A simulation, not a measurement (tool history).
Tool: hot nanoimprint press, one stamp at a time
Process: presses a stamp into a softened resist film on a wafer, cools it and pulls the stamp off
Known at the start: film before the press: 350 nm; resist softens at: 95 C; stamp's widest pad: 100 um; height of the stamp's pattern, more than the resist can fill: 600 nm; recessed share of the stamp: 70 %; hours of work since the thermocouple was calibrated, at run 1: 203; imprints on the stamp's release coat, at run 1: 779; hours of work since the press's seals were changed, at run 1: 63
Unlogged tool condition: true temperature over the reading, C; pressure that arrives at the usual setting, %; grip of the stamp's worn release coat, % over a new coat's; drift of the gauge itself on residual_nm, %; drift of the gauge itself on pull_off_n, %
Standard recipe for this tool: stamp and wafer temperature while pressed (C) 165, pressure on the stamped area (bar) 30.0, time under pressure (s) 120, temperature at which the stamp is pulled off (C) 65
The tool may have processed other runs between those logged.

run   hour  stamp and wafer temperature while pressed (C)  pressure on the stamped area (bar)  time under pressure (s)  temperature at which the stamp is pulled off (C)  hours of work since the thermocouple was calibrated  imprints on the stamp's release coat  hours of work since the press's seals were changed  resist left under the stamp's widest pad (Å)  greatest force while the stamp is pulled off (N)
  1    0.0                                            165                                30.0                      120                                                65                                                  203                                   779                                                  63                                          1911                                               227
  2    9.2                                            165                                38.9                      120                                                65                                                  207                                   793                                                  67                                          1675                                               231
  3   19.0                                            165                                38.9                      120                                                65                                                  211                                   808                                                  71                                          1681                                               229
  4   27.3                                            165                                38.9                      120                                                65                                                  214                                   820                                                  74                                          1675                                               236
  5   31.4                                            165                                30.0                      120                                                65                                                  216                                   826                                                  76                                          1900                                               236
  6   40.0                                            165                                30.0                      128                                                65                                                  219                                   839                                                  79                                          1867                                               232
  7   44.1                                            165                                30.0                      128                                                65                                                  221                                   845                                                  81                                          1874                                               237
  8   51.8                                            165                                30.0                      128                                                65                                                  224                                   856                                                  84                                          1869                                               228
  9   60.6                                            165                                30.0                      157                                                65                                                  228                                   869                                                  88                                          1738                                               229
 10   68.7                                            165                                30.0                      157                                                65                                                  231                                   881                                                  91                                          1740                                               243
 11   72.8                                            174                                21.7                      142                                                55                                                  233                                   887                                                  93                                          1494                                               270
 12   80.4                                            172                                47.3                      160                                                55                                                  236                                   899                                                  96                                          1015                                               275
 13   85.3                                            172                                47.3                      160                                                55                                                  238                                   906                                                  98                                          1026                                               276
 14   93.0                                            157                                30.0                      120                                                56                                                  241                                   917                                                 101                                          2553                                               273
 15   99.3                                            157                                30.0                      120                                                56                                                  243                                   927                                                 103                                          2532                                               266
 16  107.4                                            169                                24.4                      120                                                72                                                  247                                   939                                                 107                                          1803                                               211
 17  115.9                                            165                                22.3                      120                                                65                                                  250                                   951                                                 110                                          2168                                               248
 18  123.7                                            164                                40.8                       72                                                62                                                  253                                   963                                                 113                                          2020                                               242
 19  131.1                                            164                                40.8                       72                                                62                                                  256                                   974                                                 116                                          2030                                               251
 20  139.7                                            165                                30.0                      120                                                67                                                  260                                   987                                                 120                                          1916                                               244

Consider 5 possible next runs. They are alternatives, not a sequence: every one starts from the tool as it was left by run 20. What does each give?
  A  147.0                                            174                                30.0                      120                                                55                                                  263                                   997                                                 123                                             ?                                                 ?
  B  147.0                                            165                                45.4                       85                                                65                                                  263                                   997                                                 123                                             ?                                                 ?
  C  147.0                                            165                                22.7                      186                                                55                                                  263                                   997                                                 123                                             ?                                                 ?
  D  147.0                                            172                                30.0                       69                                                52                                                  263                                   997                                                 123                                             ?                                                 ?
  E  147.0                                            176                                37.2                      180                                                67                                                  263                                   997                                                 123                                             ?                                                 ?

run  resist left under the stamp's widest pad (Å)  greatest force while the stamp is pulled off (N)
  A                                          1341                                               271
  B                                          1762                                               248
  C                                          1911                                               285
  D                                          1769                                               301
  E                                           948                                               239
Stripped of hidden state, with their random variation kept, the same runs would have yielded:
run  resist left under the stamp's widest pad (Å)  greatest force while the stamp is pulled off (N)
  A                                          1285                                               190
  B                                          1686                                               173
  C                                          1834                                               199
  D                                          1701                                               211
  E                                           907                                               166

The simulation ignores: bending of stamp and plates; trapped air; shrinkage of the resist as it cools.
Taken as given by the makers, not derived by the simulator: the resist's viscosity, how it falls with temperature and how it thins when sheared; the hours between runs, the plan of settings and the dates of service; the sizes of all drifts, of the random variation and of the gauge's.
